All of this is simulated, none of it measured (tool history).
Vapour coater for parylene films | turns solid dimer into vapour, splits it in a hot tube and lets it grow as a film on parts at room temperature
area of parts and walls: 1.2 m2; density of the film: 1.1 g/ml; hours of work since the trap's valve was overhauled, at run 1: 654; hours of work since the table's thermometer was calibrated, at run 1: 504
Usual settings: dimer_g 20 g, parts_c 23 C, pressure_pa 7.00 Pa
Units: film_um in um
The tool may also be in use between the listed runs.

run	day	dimer_g	parts_c	pressure_pa	hours of work since the trap's valve was overhauled	hours of work since the table's thermometer was calibrated	film_um
1	0.000	20	23	7.00	654	504	6.43
# day 1.529: trap's valve overhauled
2	2.858	20	20	7.00	23	550	7.03
3	6.096	20	20	7.00	79	606	6.99
4	9.238	20	20	7.00	133	660	7.01
5	11.200	20	20	7.00	167	694	7.09
6	12.908	20	20	7.00	197	724	6.99
7	15.600	20	20	7.00	243	771	6.99
8	18.821	20	20	7.00	299	826	6.92
9	22.125	10	23	7.00	356	883	3.29
10	24.450	10	23	7.00	396	924	3.28
11	27.933	20	23	7.00	457	984	6.54
12	30.679	20	23	7.00	504	1031	6.59
13	33.633	20	30	7.00	555	1083	5.82
14	36.075	20	23	7.00	598	1125	6.54
15	37.650	32	23	6.04	625	1152	10.56
# day 38.129: table's thermometer calibrated
# day 40.771: trap's valve overhauled
16	41.162	27	29	6.04	7	50	8.28
17	43.033	26	20	7.00	39	82	9.09
18	45.746	21	20	7.00	86	129	7.36
19	47.712	13	20	4.40	120	163	4.80
20	50.054	13	20	4.40	161	203	4.76
21	53.404	13	20	4.40	219	261	4.73
22	55.104	10	28	4.81	248	291	3.16
23	56.754	10	28	4.81	276	319	3.15
24	60.221	14	28	4.81	336	379	4.40
25	63.704	20	31	4.81	397	440	5.95
26	66.025	20	31	4.81	437	480	5.98

Run 27 comes next. What will it give?
27	68.175	31	19	11.42	474	517	?

film_um: 10.16 um
Without the tool's hidden state the same run would have given film_um 10.43 um.
